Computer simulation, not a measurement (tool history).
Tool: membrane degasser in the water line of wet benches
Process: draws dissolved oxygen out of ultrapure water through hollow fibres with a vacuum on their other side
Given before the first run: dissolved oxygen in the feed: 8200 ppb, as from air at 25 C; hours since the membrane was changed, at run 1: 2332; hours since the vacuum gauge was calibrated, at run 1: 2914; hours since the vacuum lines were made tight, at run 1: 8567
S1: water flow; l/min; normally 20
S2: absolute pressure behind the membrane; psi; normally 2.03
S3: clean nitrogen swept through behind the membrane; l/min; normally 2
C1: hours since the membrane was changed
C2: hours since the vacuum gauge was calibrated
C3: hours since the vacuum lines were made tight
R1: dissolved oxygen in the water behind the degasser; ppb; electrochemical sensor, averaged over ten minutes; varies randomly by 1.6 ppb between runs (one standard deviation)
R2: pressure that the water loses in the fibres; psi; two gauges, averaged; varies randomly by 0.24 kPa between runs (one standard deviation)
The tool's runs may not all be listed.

{"run": 1, "hour": 0.0, "S1": 20, "S2": 2.03, "S3": 2, "C1": 2332, "C2": 2914, "C3": 8567, "R1": 261.2, "R2": 9.429}
{"run": 2, "hour": 141.5, "S1": 20, "S2": 2.03, "S3": 2, "C1": 2473, "C2": 3055, "C3": 8708, "R1": 264.3, "R2": 9.429}
{"run": 3, "hour": 259.1, "S1": 13, "S2": 2.03, "S3": 2, "C1": 2591, "C2": 3173, "C3": 8826, "R1": 181.2, "R2": 6.086}
{"run": 4, "hour": 374.8, "S1": 13, "S2": 2.03, "S3": 2, "C1": 2707, "C2": 3288, "C3": 8942, "R1": 178, "R2": 6.157}
{"run": 5, "hour": 434.4, "S1": 13, "S2": 2.03, "S3": 2, "C1": 2766, "C2": 3348, "C3": 9001, "R1": 179.4, "R2": 6.161}
{"run": 6, "hour": 534.0, "S1": 13, "S2": 2.03, "S3": 2, "C1": 2866, "C2": 3448, "C3": 9101, "R1": 178.5, "R2": 6.157}
{"run": 7, "hour": 612.5, "S1": 20, "S2": 2.03, "S3": 2, "C1": 2944, "C2": 3526, "C3": 9179, "R1": 264.9, "R2": 9.494}
{"run": 8, "hour": 742.8, "S1": 20, "S2": 2.03, "S3": 2, "C1": 3075, "C2": 3656, "C3": 9310, "R1": 263.5, "R2": 9.43}
{"run": 9, "hour": 847.8, "S1": 20, "S2": 2.03, "S3": 2, "C1": 3180, "C2": 3761, "C3": 9415, "R1": 269, "R2": 9.512}
{"run": 10, "hour": 940.2, "S1": 20, "S2": 2.03, "S3": 2.92, "C1": 3272, "C2": 3854, "C3": 9507, "R1": 190.6, "R2": 9.487}
{"run": 11, "hour": 1044.6, "S1": 20, "S2": 2.03, "S3": 2.92, "C1": 3376, "C2": 3958, "C3": 9611, "R1": 190.3, "R2": 9.52}
{"run": 12, "hour": 1142.0, "S1": 20, "S2": 2.03, "S3": 2.92, "C1": 3474, "C2": 4056, "C3": 9709, "R1": 189.3, "R2": 9.422}
{"run": 13, "hour": 1207.7, "S1": 25, "S2": 2.03, "S3": 2, "C1": 3540, "C2": 4121, "C3": 9774, "R1": 324.2, "R2": 11.841}
{"run": 14, "hour": 1292.9, "S1": 25, "S2": 2.03, "S3": 2, "C1": 3625, "C2": 4207, "C3": 9860, "R1": 327.4, "R2": 11.89}
{"run": 15, "hour": 1375.3, "S1": 25, "S2": 2.03, "S3": 2, "C1": 3707, "C2": 4289, "C3": 9942, "R1": 327.7, "R2": 11.863}
{"run": 16, "hour": 1441.8, "S1": 12, "S2": 2.03, "S3": 2, "C1": 3774, "C2": 4355, "C3": 10009, "R1": 168, "R2": 5.722}
{"run": 17, "hour": 1501.9, "S1": 20, "S2": 4.09, "S3": 2, "C1": 3834, "C2": 4415, "C3": 10069, "R1": 582.3, "R2": 9.516}
{"run": 18, "hour": 1625.6, "S1": 13, "S2": 1.64, "S3": 1.2, "C1": 3957, "C2": 4539, "C3": 10192, "R1": 219.2, "R2": 6.189}
{"run": 19, "hour": 1744.9, "S1": 22, "S2": 1.35, "S3": 2, "C1": 4077, "C2": 4659, "C3": 10312, "R1": 172.6, "R2": 10.454}
{"run": 20, "hour": 1861.0, "S1": 22, "S2": 1.35, "S3": 2, "C1": 4193, "C2": 4775, "C3": 10428, "R1": 173.9, "R2": 10.498}
{"hour": 1951.9, "done": "vacuum gauge calibrated"}
{"run": 21, "hour": 1952.3, "S1": 12, "S2": 1.35, "S3": 0.89, "C1": 4284, "C2": 0, "C3": 10519, "R1": 197.6, "R2": 5.745}
{"run": 22, "hour": 2098.0, "S1": 20, "S2": 3.02, "S3": 4.59, "C1": 4429, "C2": 146, "C3": 10664, "R1": 195.9, "R2": 9.551}
{"run": 23, "hour": 2222.9, "S1": 20, "S2": 3.02, "S3": 4.59, "C1": 4554, "C2": 271, "C3": 10789, "R1": 199.8, "R2": 9.578}
{"run": 24, "hour": 2366.6, "S1": 20, "S2": 3.02, "S3": 4.59, "C1": 4698, "C2": 415, "C3": 10933, "R1": 198.2, "R2": 9.494}
{"run": 25, "hour": 2496.8, "S1": 20, "S2": 3.02, "S3": 2.03, "C1": 4828, "C2": 545, "C3": 11063, "R1": 413.6, "R2": 9.568}
{"run": 26, "hour": 2628.5, "S1": 20, "S2": 3.61, "S3": 1.3, "C1": 4960, "C2": 677, "C3": 11195, "R1": 730.1, "R2": 9.575}
{"run": 27, "hour": 2743.7, "S1": 20, "S2": 3.61, "S3": 1.3, "C1": 5075, "C2": 792, "C3": 11310, "R1": 730.8, "R2": 9.594}
{"run": 28, "hour": 2825.3, "S1": 12, "S2": 1.48, "S3": 0.96, "C1": 5157, "C2": 873, "C3": 11392, "R1": 210.7, "R2": 5.72}
{"run": 29, "hour": 2896.5, "S1": 20, "S2": 1.45, "S3": 1.6, "C1": 5228, "C2": 945, "C3": 11463, "R1": 206.9, "R2": 9.599}
{"run": 30, "hour": 2970.0, "S1": 12, "S2": 1.45, "S3": 1.6, "C1": 5301, "C2": 1018, "C3": 11536, "R1": 129.2, "R2": 5.765}
{"run": 31, "hour": 3054.7, "S1": 20, "S2": 1.99, "S3": 4.33, "C1": 5386, "C2": 1103, "C3": 11621, "R1": 129.7, "R2": 9.596}
{"run": 32, "hour": 3161.4, "S1": 14, "S2": 1.32, "S3": 1.69, "C1": 5493, "C2": 1210, "C3": 11728, "R1": 124.1, "R2": 6.698}
{"run": 33, "hour": 3253.1, "S1": 14, "S2": 2.35, "S3": 1.47, "C1": 5585, "C2": 1301, "C3": 11819, "R1": 300, "R2": 6.708}

Some steps in R1 between neighbouring runs. How much of each would the tool show without its hidden state too (settings, what came in, random variation), and how much is left for the hidden state, with any gauge scatter that isn't in both results?
Hidden state present: membrane still open, %; true pressure behind the membrane over the reading, kPa; air that leaks in behind the membrane, l/min; drift of the gauge itself on oxygen_ppb, %; drift of the gauge itself on loss_of_pressure_kpa, %.
Run 16 -> 17: S1 12 -> 20, S2 2.03 -> 4.09. R1 +414.3 ppb: hidden state +10.9, all else +403.4.
Run 17 -> 18: S1 20 -> 13, S2 4.09 -> 1.64, S3 2 -> 1.2. R1 -363.1 ppb: hidden state -8.7, all else -354.4.
Run 27 -> 28: S1 20 -> 12, S2 3.61 -> 1.48, S3 1.3 -> 0.96. R1 -520.1 ppb: hidden state -11.9, all else -508.2.
Run 32 -> 33: S2 1.32 -> 2.35, S3 1.69 -> 1.47. R1 +175.9 ppb: hidden state +9.4, all else +166.5.
